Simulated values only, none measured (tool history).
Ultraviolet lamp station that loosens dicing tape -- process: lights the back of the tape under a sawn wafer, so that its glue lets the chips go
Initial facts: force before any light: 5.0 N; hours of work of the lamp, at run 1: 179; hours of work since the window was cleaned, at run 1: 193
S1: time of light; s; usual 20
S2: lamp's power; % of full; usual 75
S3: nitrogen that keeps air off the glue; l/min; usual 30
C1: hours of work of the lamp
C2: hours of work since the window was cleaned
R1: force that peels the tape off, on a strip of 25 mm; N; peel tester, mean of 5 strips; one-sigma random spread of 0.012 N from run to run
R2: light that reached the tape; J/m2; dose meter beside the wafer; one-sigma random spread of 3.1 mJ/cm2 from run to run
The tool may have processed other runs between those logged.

run	hour	S1	S2	S3	C1	C2	R1	R2
1	0.0	20	75	30	179	193	0.525	4650
2	5.1	11	75	30	182	196	1.272	2560
3	10.7	20	83	30	185	198	0.451	5110
4	17.4	20	75	30	188	202	0.521	4670
5	23.6	20	75	30	191	205	0.543	4700
6	29.7	20	75	30	194	208	0.536	4640
7	38.8	20	75	30	199	213	0.542	4630
8	48.5	26	75	30	204	217	0.370	6140
9	56.1	33	75	30	208	221	0.270	7650
10	63.7	33	75	30	211	225	0.281	7700
11	71.4	33	75	30	215	229	0.270	7660
12	83.0	33	75	30	221	235	0.263	7710
13	93.3	33	75	30	226	240	0.285	7770
14	100.4	33	75	30	230	243	0.277	7610
15	111.6	18	63	11	235	249	1.170	3560
16	117.1	27	93	11	238	252	0.369	7720
17	124.8	24	80	42	242	256	0.351	5990
18	130.7	24	80	42	245	259	0.322	5950
19	135.6	22	72	36	247	261	0.455	4930
20	141.1	27	82	30	250	264	0.308	6790
21	147.4	27	78	30	253	267	0.328	6520

The next listed run, before its measurement:
22	155.2	20	72	30	257	271	?	?

Run 22 yielded R1 0.571 N, R2 4510 J/m2.
Had the tool carried no hidden state, the very same run would have given R1 0.570 N, R2 4510 J/m2.
